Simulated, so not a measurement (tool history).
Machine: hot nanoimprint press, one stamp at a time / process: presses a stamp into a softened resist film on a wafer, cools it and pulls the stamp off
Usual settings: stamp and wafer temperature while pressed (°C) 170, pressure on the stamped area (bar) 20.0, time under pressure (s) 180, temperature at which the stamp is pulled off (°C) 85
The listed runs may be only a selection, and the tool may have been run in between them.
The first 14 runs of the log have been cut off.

run,day,stamp and wafer temperature while pressed (°C),pressure on the stamped area (bar),time under pressure (s),temperature at which the stamp is pulled off (°C),hours of work since the thermocouple was calibrated,imprints on the stamp's release coat,hours of work since the press's seals were changed,resist left under the stamp's widest pad (nm),greatest force while the stamp is pulled off (N)
15,11.717,170,20.0,274,85,61,167,358,121.7,196
16,12.396,165,20.0,169,85,72,219,369,185.7,200
17,12.892,165,14.8,169,74,80,256,377,205.8,265
18,13.700,165,14.8,169,74,93,316,390,207.9,265
19,14.171,175,22.1,247,88,101,351,398,98.1,190
20,14.558,177,13.8,184,76,107,380,404,126.8,258
21,15.371,170,12.3,180,80,120,441,417,178.7,237
22,16.029,170,24.5,105,85,131,491,428,168.0,208
23,16.792,180,13.6,180,85,143,548,440,114.1,215
# day 17.421: stamp cleaned and given a new release coat
24,17.521,180,13.6,180,85,151,8,448,115.5,192
25,18.354,180,13.6,249,82,164,70,461,98.9,214
26,19.108,173,13.6,144,82,176,126,474,168.5,215
27,19.958,170,21.2,175,85,190,190,487,148.1,201
28,20.642,170,21.2,175,75,201,241,498,147.3,258
29,21.200,170,21.2,175,75,210,283,507,147.0,261

Expected results for the next run?
30,21.725,177,15.7,183,70,219,322,516,?,?

resist left under the stamp's widest pad (nm): 121.8
greatest force while the stamp is pulled off (N): 294
If the tool had no hidden condition, the same run with the same run-to-run variation would have returned resist left under the stamp's widest pad (nm) 115.0, greatest force while the stamp is pulled off (N) 269.
